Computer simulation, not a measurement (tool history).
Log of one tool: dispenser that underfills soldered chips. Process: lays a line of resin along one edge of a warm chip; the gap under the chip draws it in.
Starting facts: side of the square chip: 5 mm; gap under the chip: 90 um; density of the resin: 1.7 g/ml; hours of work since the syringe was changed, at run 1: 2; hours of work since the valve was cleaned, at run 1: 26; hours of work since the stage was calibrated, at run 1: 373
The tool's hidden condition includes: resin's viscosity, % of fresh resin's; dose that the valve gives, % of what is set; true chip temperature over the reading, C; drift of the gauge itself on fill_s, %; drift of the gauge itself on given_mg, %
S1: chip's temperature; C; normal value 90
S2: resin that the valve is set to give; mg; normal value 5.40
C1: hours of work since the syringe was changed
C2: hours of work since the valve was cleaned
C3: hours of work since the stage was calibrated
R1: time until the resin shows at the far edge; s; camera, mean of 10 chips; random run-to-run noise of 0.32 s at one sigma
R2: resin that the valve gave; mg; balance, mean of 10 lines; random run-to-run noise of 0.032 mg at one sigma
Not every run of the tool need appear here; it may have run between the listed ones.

| run | day | S1 | S2 | C1 | C2 | C3 | R1 | R2 |
|---|---|---|---|---|---|---|---|---|
| 1 | 0.000 | 90 | 5.40 | 2 | 26 | 373 | 9.7 | 5.34 |
|  | 0.350 | new syringe of resin |
| 2 | 0.496 | 101 | 5.40 | 2 | 34 | 381 | 6.6 | 5.35 |
|  | 0.821 | new syringe of resin |
| 3 | 1.133 | 90 | 6.25 | 5 | 45 | 392 | 9.8 | 6.10 |
|  | 1.267 | new syringe of resin |
| 4 | 1.658 | 90 | 6.25 | 6 | 53 | 400 | 10.3 | 6.12 |
|  | 1.717 | new syringe of resin |
|  | 2.200 | new syringe of resin |
| 5 | 2.329 | 90 | 4.64 | 2 | 64 | 411 | 10.0 | 4.59 |
|  | 2.654 | new syringe of resin |
| 6 | 2.896 | 90 | 4.64 | 4 | 73 | 420 | 10.6 | 4.53 |
|  | 3.100 | new syringe of resin |
| 7 | 3.275 | 90 | 4.64 | 3 | 79 | 426 | 9.0 | 4.49 |
|  | 3.592 | new syringe of resin |
| 8 | 3.962 | 91 | 6.68 | 6 | 90 | 437 | 9.9 | 6.42 |
|  | 4.058 | new syringe of resin |
|  | 4.533 | new syringe of resin |
| 9 | 4.662 | 76 | 6.69 | 2 | 101 | 448 | 15.4 | 6.38 |

Run 10, settings as shown, results not yet in. Your forecast:
|  | 4.983 | new syringe of resin |
| 10 | 4.992 | 76 | 5.21 | 0 | 106 | 453 | ? | ? |

Run 10 yielded R1 14.1 s, R2 4.96 mg.
Had the tool carried no hidden state, the very same run would have given R1 15.9 s, R2 5.21 mg.
